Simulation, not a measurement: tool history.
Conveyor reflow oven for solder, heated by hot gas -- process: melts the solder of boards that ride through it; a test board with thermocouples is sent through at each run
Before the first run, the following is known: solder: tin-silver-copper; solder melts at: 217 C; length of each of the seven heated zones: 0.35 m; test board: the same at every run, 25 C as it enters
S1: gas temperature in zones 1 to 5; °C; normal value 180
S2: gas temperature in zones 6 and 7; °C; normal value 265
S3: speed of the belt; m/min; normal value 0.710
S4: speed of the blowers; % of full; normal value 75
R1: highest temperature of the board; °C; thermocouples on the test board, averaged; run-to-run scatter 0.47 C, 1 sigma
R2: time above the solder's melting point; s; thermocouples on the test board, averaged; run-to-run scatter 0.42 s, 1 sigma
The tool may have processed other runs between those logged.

run,hour,S1,S2,S3,S4,R1,R2
1,0.0,180,265,0.710,75,253.2,48.3
2,50.5,180,265,0.710,75,253.8,47.9
# hour 87.0: belt drive overhauled, speed set with a stopwatch
3,114.7,180,253,0.710,75,242.4,42.0
4,166.6,180,253,0.710,75,242.1,40.2
5,249.6,180,265,0.710,75,252.9,47.3
6,298.4,180,265,0.710,75,252.3,47.7
7,358.2,180,265,0.710,75,253.2,46.8
8,409.9,180,265,0.710,75,253.2,46.9
9,472.7,180,265,0.710,75,252.2,47.5
# hour 537.9: flux residue cleaned out of gas plates and filters
10,563.7,180,265,0.710,75,252.3,46.9
11,648.7,180,265,0.710,75,251.5,46.9
12,705.2,180,262,0.710,75,248.1,44.6
13,781.8,180,265,0.710,68,249.6,45.1
# hour 843.8: flux residue cleaned out of gas plates and filters, once more
14,853.4,180,265,0.710,68,251.6,46.8
15,922.2,180,265,0.710,68,252.4,47.2
16,996.6,180,265,0.710,68,251.1,47.7
17,1063.6,180,265,0.710,68,250.7,46.8
18,1154.7,190,272,0.595,66,262.8,66.2
19,1215.1,174,265,0.754,57,245.7,37.7
20,1275.3,177,276,0.601,80,265.9,62.4
21,1316.0,177,269,0.601,68,257.0,58.9
22,1393.9,180,256,0.710,75,243.0,42.3
23,1432.4,183,266,0.795,75,249.0,41.5
24,1483.6,183,266,0.767,75,250.1,42.8
25,1523.0,180,258,0.710,82,245.5,44.0
26,1597.1,180,274,0.710,57,255.5,48.8
27,1677.4,179,265,0.710,75,250.2,46.7
28,1725.7,170,265,0.710,75,248.6,42.6
# hour 1741.6: flux residue cleaned out of gas plates and filters
# hour 1752.9: belt drive overhauled, speed set with a stopwatch
29,1783.4,170,260,0.710,75,244.7,40.7
30,1840.6,170,263,0.849,70,242.0,30.1
31,1922.4,173,265,0.764,52,243.4,34.2

Here are 3 independent what-if runs from the current tool condition. What would each one return?
A,1978.8,180,270,0.710,75,?,?
B,1978.8,188,269,0.710,57,?,?
C,1978.8,176,265,0.753,64,?,?

run,R1,R2
A,254.8,49.1
B,253.1,48.9
C,246.3,38.9
Without the tool's unlogged condition, the same runs would have read:
run,R1,R2
A,258.9,50.7
B,256.9,50.5
C,250.2,41.0

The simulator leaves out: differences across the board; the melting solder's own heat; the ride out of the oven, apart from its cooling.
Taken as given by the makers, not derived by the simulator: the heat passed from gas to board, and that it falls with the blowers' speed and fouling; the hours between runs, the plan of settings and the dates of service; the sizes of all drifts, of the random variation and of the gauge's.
